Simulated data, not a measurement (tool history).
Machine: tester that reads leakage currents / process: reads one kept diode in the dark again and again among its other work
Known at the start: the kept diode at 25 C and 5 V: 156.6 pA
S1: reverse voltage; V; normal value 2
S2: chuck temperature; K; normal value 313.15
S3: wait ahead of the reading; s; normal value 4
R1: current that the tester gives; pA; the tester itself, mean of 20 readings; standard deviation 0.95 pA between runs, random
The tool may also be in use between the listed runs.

run,hour,S1,S2,S3,R1
1,0,2,313.15,4,380.36
2,249.1,2,313.15,4,330.68
3,409,2,313.15,4,345.89
4,597.2,2,313.15,4,363.24
5,708.5,2,313.15,4,375.46
6,891.2,9.56,313.15,4,811.79
7,1014.9,9.56,313.15,4,833.75
8,1165,2,313.15,4,347.4
9,1409.6,2,313.15,4,371.54
10,1525.4,2,313.15,4,382.57
11,1779.1,3.38,313.15,4,455.3
12,1904.4,3.38,313.15,0.57,474.67
13,2104.5,4.81,313.15,0.57,612.87
14,2305.4,2,313.15,4,314.96
15,2511.3,18.82,313.15,0.69,1236.9
16,2747.1,4.9,302.15,4,245.95
17,2870.8,1.1,302.15,4,105.24
18,2989.9,1.06,301.15,4,98.23
19,3202.8,7.75,323.15,3.66,1532.61
20,3349.7,7.75,323.15,3.66,1587.3
21,3528.9,1.24,313.15,0.74,267.75
22,3786.1,1.37,310.15,4,200.57
23,3969.1,11.48,313.15,1.42,931.46
24,4234.4,11.48,313.15,1.42,994.87
25,4472.9,8.05,324.15,3.69,1948.58
26,4621.8,14.78,302.15,3.69,417.76
27,4793.3,4.93,300.15,1.46,199.03
28,4977.2,18.09,319.15,0.77,2037.11

Not shown: 10 entries that the log had between the listed runs. Between which runs, and how does the tool's hidden state differ before and after?
After run 1, before run 2: chuck's temperature calibrated (hour 72.8)
  stray current of the dirty probe card, pA a volt: 0.314 -> 0.355; current scale over the true one, %: -0.39 -> -0.45; true chuck temperature over the reading, C: 2.36 -> 0.54
  measured less the result without the state, R1: +63.44 -> +12.98 pA
After run 5, before run 6: chuck's temperature calibrated (hour 819.6)
  stray current of the dirty probe card, pA a volt: 0.429 -> 0.456; current scale over the true one, %: -0.55 -> -0.6; true chuck temperature over the reading, C: 2.15 -> 0.32
  measured less the result without the state, R1: +57.02 -> +19.36 pA
After run 6, before run 7: probe card cleaned and baked (hour 930.2)
  stray current of the dirty probe card, pA a volt: 0.456 -> 0.042; current scale over the true one, %: -0.6 -> -0.62; true chuck temperature over the reading, C: 0.32 -> 0.72
  measured less the result without the state, R1: +19.36 -> +40.9 pA
After run 10, before run 11: chuck's temperature calibrated (hour 1555.1)
  stray current of the dirty probe card, pA a volt: 0.126 -> 0.169; current scale over the true one, %: -0.74 -> -0.81; true chuck temperature over the reading, C: 2.49 -> 0.78
  measured less the result without the state, R1: +65.43 -> +24.19 pA
After run 13, before run 14: chuck's temperature calibrated (hour 2293.1)
  stray current of the dirty probe card, pA a volt: 0.216 -> 0.246; current scale over the true one, %: -0.88 -> -0.93; true chuck temperature over the reading, C: 1.93 -> -0.05
  measured less the result without the state, R1: +81.71 -> -3.73 pA
After run 18, before run 19: chuck's temperature calibrated (hour 3029)
  stray current of the dirty probe card, pA a volt: 0.357 -> 0.388; current scale over the true one, %: -1.08 -> -1.13; true chuck temperature over the reading, C: 2.24 -> 0.4
  measured less the result without the state, R1: +16.35 -> +30.81 pA
After run 21, before run 22: probe card cleaned and baked (hour 3609.8); chuck's temperature calibrated (hour 3772)
  stray current of the dirty probe card, pA a volt: 0.442 -> 0.053; current scale over the true one, %: -1.21 -> -1.27; true chuck temperature over the reading, C: 1.49 -> 0.16
  measured less the result without the state, R1: +27.11 -> +0.07 pA
After run 25, before run 26: chuck's temperature calibrated (hour 4514.1)
  stray current of the dirty probe card, pA a volt: 0.162 -> 0.186; current scale over the true one, %: -1.43 -> -1.46; true chuck temperature over the reading, C: 2.41 -> 0.14
  measured less the result without the state, R1: +291.63 -> +1.29 pA
After run 26, before run 27: tester calibrated (hour 4704.3)
  stray current of the dirty probe card, pA a volt: 0.186 -> 0.215; current scale over the true one, %: -1.46 -> -0.07; true chuck temperature over the reading, C: 0.14 -> 0.7
  measured less the result without the state, R1: +1.29 -> +12.31 pA

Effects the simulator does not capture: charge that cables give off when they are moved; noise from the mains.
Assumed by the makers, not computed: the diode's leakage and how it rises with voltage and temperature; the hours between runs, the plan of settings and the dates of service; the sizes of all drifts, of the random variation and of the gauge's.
